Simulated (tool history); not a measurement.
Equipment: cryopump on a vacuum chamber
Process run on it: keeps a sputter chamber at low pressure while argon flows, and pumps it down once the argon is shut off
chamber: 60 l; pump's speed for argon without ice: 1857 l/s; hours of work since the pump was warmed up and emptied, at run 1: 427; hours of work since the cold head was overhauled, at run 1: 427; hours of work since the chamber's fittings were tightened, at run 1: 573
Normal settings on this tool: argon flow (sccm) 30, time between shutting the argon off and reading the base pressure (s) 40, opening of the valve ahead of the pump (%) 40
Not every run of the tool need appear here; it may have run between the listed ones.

| run | hour | argon flow (sccm) | time between shutting the argon off and reading the base pressure (s) | opening of the valve ahead of the pump (%) | hours of work since the pump was warmed up and emptied | hours of work since the cold head was overhauled | hours of work since the chamber's fittings were tightened | pressure while argon flows (Pa) | pressure after the wait (uPa) |
|---|---|---|---|---|---|---|---|---|---|
| 1 | 0.0 | 30 | 40 | 40 | 427 | 427 | 573 | 0.0725 | 1.85 |
| 2 | 14.8 | 30 | 40 | 40 | 434 | 434 | 581 | 0.0726 | 1.90 |
| 3 | 49.2 | 30 | 40 | 40 | 452 | 452 | 599 | 0.0738 | 1.90 |
| 4 | 69.4 | 30 | 40 | 40 | 463 | 463 | 610 | 0.0733 | 1.87 |
| 5 | 84.5 | 30 | 40 | 40 | 471 | 471 | 618 | 0.0741 | 1.94 |
| 6 | 111.0 | 30 | 40 | 40 | 485 | 485 | 632 | 0.0749 | 1.94 |
| 7 | 134.4 | 30 | 40 | 28 | 497 | 497 | 644 | 0.1046 | 1.99 |
| 8 | 151.7 | 21 | 58 | 28 | 506 | 506 | 653 | 0.0716 | 1.66 |
| 9 | 174.0 | 30 | 68 | 17 | 518 | 518 | 665 | 0.1657 | 1.64 |
| 10 | 206.6 | 60 | 58 | 29 | 535 | 535 | 682 | 0.2025 | 1.73 |
| 11 | 227.2 | 28 | 76 | 17 | 546 | 546 | 692 | 0.1571 | 1.60 |
| 12 | 256.9 | 15 | 57 | 22 | 561 | 561 | 708 | 0.0650 | 1.82 |
| 13 | 280.5 | 14 | 43 | 31 | 574 | 574 | 720 | 0.0438 | 2.07 |
| 14 | 298.5 | 30 | 32 | 16 | 583 | 583 | 730 | 0.1781 | 2.36 |

Subtracting, for every run, the result it would have given without the tool's unlogged condition from the measured result gives the following. The same run-to-run variation enters both numbers; the gauge's scatter may not:
Unlogged tool condition in this case: pump's speed, % of a pump's without ice; cold plate's temperature, K; leak into the chamber, uPa l/s; drift of the gauge itself on working_pa, %; drift of the gauge itself on base_upa, %.
| run | pressure while argon flows (Pa) | pressure after the wait (uPa) |
|---|---|---|
| 1 | +0.0051 | +0.76 |
| 2 | +0.0051 | +0.79 |
| 3 | +0.0054 | +0.81 |
| 4 | +0.0055 | +0.81 |
| 5 | +0.0057 | +0.84 |
| 6 | +0.0059 | +0.86 |
| 7 | +0.0060 | +0.88 |
| 8 | +0.0043 | +0.90 |
| 9 | +0.0062 | +0.91 |
| 10 | +0.0131 | +0.95 |
| 11 | +0.0063 | +0.97 |
| 12 | +0.0034 | +0.98 |
| 13 | +0.0033 | +1.01 |
| 14 | +0.0072 | +1.03 |
